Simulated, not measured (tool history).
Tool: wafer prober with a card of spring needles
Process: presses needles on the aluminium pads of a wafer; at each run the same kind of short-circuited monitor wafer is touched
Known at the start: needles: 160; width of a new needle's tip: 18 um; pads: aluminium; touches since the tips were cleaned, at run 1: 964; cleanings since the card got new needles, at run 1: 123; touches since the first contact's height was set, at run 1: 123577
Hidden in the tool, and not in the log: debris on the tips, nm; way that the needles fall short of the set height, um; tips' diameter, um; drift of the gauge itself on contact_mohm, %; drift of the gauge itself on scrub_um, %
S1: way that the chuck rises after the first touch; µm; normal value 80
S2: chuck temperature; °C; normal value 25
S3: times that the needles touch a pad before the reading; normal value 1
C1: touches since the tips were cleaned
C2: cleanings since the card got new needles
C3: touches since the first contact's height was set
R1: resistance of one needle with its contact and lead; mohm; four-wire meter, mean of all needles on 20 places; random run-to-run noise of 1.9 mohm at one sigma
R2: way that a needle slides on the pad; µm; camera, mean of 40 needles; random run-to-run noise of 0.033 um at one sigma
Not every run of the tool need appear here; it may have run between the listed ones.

run    hour   S1  S2  S3    C1   C2      C3   R1     R2
  1       0   80  25   1   964  123  123577  214  14.73
       15.2  -- tips cleaned on abrasive film
       33.4  -- tips cleaned on abrasive film
  2    43.3   76  25   1  3586  125  139161  252  13.85
       50.5  -- tips cleaned on abrasive film
       68.6  -- tips cleaned on abrasive film
       83.8  -- tips cleaned on abrasive film
  3    92.2   76  25   1  3043  128  156738  241  13.78
       99.9  -- tips cleaned on abrasive film
      115.1  -- tips cleaned on abrasive film
      122.9  -- height of the first contact set anew
      134.1  -- tips cleaned on abrasive film
      152.4  -- tips cleaned on abrasive film
  4   152.4   76  25   1     0  132   10574  208  14.34
      170.9  -- tips cleaned on abrasive film
      189.8  -- tips cleaned on abrasive film
  5   204.2   76  25   1  5211  134   29256  259  14.32
      208.1  -- tips cleaned on abrasive film
      226.8  -- tips cleaned on abrasive film
      245.5  -- tips cleaned on abrasive film
  6   257.6   84  25   1  4346  137   48414  242  15.78
      261.4  -- tips cleaned on abrasive film
      279.7  -- tips cleaned on abrasive film, once more
      298.7  -- tips cleaned on abrasive film
  7   301.4   84  25   1   984  140   64154  214  15.72
      315.5  -- tips cleaned on abrasive film
      334.5  -- tips cleaned on abrasive film
        353  -- tips cleaned on abrasive film
      369.2  -- tips cleaned on abrasive film
  8   369.2   84  25   1     0  144   88520  204   15.6
      388.2  -- tips cleaned on abrasive film
      403.3  -- tips cleaned on abrasive film
  9   416.1   84  25   1  4602  146  105382  245   15.6
      419.9  -- tips cleaned on abrasive film
      435.1  -- tips cleaned on abrasive film
      450.3  -- tips cleaned on abrasive film
 10   454.3   61  25   1  1461  149  119104  243   11.2
      465.5  -- tips cleaned on abrasive film
      484.4  -- tips cleaned on abrasive film
      503.4  -- tips cleaned on abrasive film
 11   506.1   61  25   1   968  152  137692  235  11.15
      521.1  -- tips cleaned on abrasive film
        540  -- tips cleaned on abrasive film
      555.2  -- tips cleaned on abrasive film
 12   562.3   61  25   1  2585  155  157922  258  11.07
      573.7  -- tips cleaned on abrasive film
      588.9  -- tips cleaned on abrasive film
      589.2  -- height of the first contact set anew
 13   603.1   61  36   1  5010  157    5010  292  11.51
      606.9  -- tips cleaned on abrasive film
      622.1  -- tips cleaned on abrasive film
        641  -- tips cleaned on abrasive film
      659.2  -- tips cleaned on abrasive film
 14   671.9   61  36   1  4595  161   29746  287  11.46
      675.8  -- tips cleaned on abrasive film
        691  -- tips cleaned on abrasive film
 15   703.5  100  37   3  4517  163   41076  214  18.83
      707.3  -- tips cleaned on abrasive film
      722.5  -- tips cleaned on abrasive film
      741.5  -- tips cleaned on abrasive film
      756.6  -- tips cleaned on abrasive film
 16   758.1  100  37   3   536  167   60681  210  18.69
      772.7  -- tips cleaned on abrasive film
      787.8  -- tips cleaned on abrasive film
      805.8  -- tips cleaned on abrasive film
 17   817.4  100  37   3  4215  170   82017  209  18.69
      821.3  -- tips cleaned on abrasive film
      836.5  -- tips cleaned on abrasive film
 18   849.7  100  37   3  4777  172   93604  213  18.61
      853.6  -- tips cleaned on abrasive film
      872.4  -- tips cleaned on abrasive film
      891.3  -- tips cleaned on abrasive film
 19   905.9   81  25   3  5259  175  113789  221  15.03
      909.7  -- tips cleaned on abrasive film
      928.7  -- tips cleaned on abrasive film
      947.6  -- tips cleaned on abrasive film
 20   947.6   81  93   3     0  178  128752  221  14.94
      962.7  -- tips cleaned on abrasive film
      981.7  -- tips cleaned on abrasive film
 21   995.9   80  36   1  5150  180  146164  269  14.68
      999.8  -- tips cleaned on abrasive film
       1018  -- tips cleaned on abrasive film
     1035.9  -- tips cleaned on abrasive film
     1054.1  -- tips cleaned on abrasive film
     1054.4  -- height of the first contact set anew
       1072  -- tips cleaned on abrasive film
 22    1072   80  36   1     0  185    6342  209  15.08
     1090.6  -- tips cleaned on abrasive film
     1109.5  -- tips cleaned on abrasive film
     1124.7  -- tips cleaned on abrasive film
 23  1124.7   80  36   1     0  188   25283  207  15.05
     1142.5  -- tips cleaned on abrasive film
     1160.2  -- tips cleaned on abrasive film
     1178.4  -- tips cleaned on abrasive film
       1197  -- tips cleaned on abrasive film
 24  1200.2   88  36   2  1175  192   52432  216  16.44
     1215.4  -- tips cleaned on abrasive film
     1233.8  -- tips cleaned on abrasive film
 25  1236.5   88  36   2   956  194   65458  211  16.41
     1250.9  -- tips cleaned on abrasive film
     1269.9  -- tips cleaned on abrasive film
     1288.4  -- tips cleaned on abrasive film
 26  1288.4   88  36   2     0  197   84125  212   16.4
     1307.4  -- tips cleaned on abrasive film
     1326.1  -- tips cleaned on abrasive film
     1344.8  -- tips cleaned on abrasive film
 27  1349.6   88  36   2  1725  200  106124  218  16.34
       1361  -- tips cleaned on abrasive film
       1380  -- tips cleaned on abrasive film
     1395.1  -- tips cleaned on abrasive film
     1411.8  -- tips cleaned on abrasive film
 28  1411.8   80  35   2     0  204  128477  210   14.7

3 ways to go on from here, each from the tool as it stands after run 28. What would each give?
     1430.8  -- tips cleaned on abrasive film
     1449.7  -- tips cleaned on abrasive film
  A  1457.5  69  25   1  2826  206  144911   ?   ?
     1430.8  -- tips cleaned on abrasive film
     1449.7  -- tips cleaned on abrasive film
  B  1457.5  80  61   2  2826  206  144911   ?   ?
     1430.8  -- tips cleaned on abrasive film
     1449.7  -- tips cleaned on abrasive film
  C  1457.5  97  35   2  2826  206  144911   ?   ?

run   R1     R2
  A  266  12.57
  B  235  14.71
  C  221   17.9
The same runs, with their run-to-run variation unchanged, on a tool lacking any hidden condition would have given:
run   R1     R2
  A  204  13.02
  B  206  15.16
  C  200  18.34

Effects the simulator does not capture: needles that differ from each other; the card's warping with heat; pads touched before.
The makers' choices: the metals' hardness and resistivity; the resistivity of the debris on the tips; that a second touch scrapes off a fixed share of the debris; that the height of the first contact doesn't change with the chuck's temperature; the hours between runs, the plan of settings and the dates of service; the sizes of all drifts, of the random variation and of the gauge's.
